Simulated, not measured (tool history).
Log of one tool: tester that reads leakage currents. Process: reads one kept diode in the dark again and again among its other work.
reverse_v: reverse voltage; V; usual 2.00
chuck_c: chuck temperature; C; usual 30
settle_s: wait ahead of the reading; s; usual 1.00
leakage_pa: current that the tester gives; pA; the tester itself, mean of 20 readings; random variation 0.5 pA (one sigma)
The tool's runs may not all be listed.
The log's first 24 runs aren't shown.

run,day,reverse_v,chuck_c,settle_s,hours of work since the probe card was cleaned,hours of work since the tester was calibrated,hours of work since the chuck was calibrated,leakage_pa
25,85.275,1.74,28,1.00,541,1190,764,132.57
26,89.429,2.19,49,1.21,584,1233,807,803.20
27,91.771,2.19,49,1.21,609,1257,831,805.47
28,96.312,1.23,57,1.00,656,1304,878,1197.61
29,98.800,1.23,57,1.00,681,1330,904,1191.16
30,102.738,1.23,57,1.00,722,1371,945,1195.62
31,107.179,1.23,57,1.00,768,1417,991,1204.38
32,109.750,13.56,24,1.00,795,1443,1017,195.12
33,114.554,13.56,24,1.00,844,1493,1067,193.14
34,117.546,13.56,24,1.00,875,1524,1098,193.37
35,123.112,13.56,24,1.00,933,1582,1155,194.37
36,126.362,13.56,24,1.00,966,1615,1189,194.71
# day 126.921: chuck's temperature calibrated
37,129.588,2.00,29,4.29,999,1648,28,152.29
38,132.904,3.63,29,4.29,1033,1682,62,186.82
39,137.612,3.63,29,4.29,1082,1731,111,186.06
40,141.612,1.15,30,0.55,1123,1772,152,137.74
41,145.750,14.10,26,0.38,1166,1815,195,243.46

Forecast each of these 3 alternatives for the next run:
A,150.317,14.10,25,0.38,1213,1862,242,?
B,150.317,6.57,28,3.84,1213,1862,242,?
C,150.317,3.27,20,1.00,1213,1862,242,?

run,leakage_pa
A,224.15
B,211.06
C,81.39
Without the tool's hidden state the same runs would have given:
run,leakage_pa
A,224.09
B,211.09
C,81.39
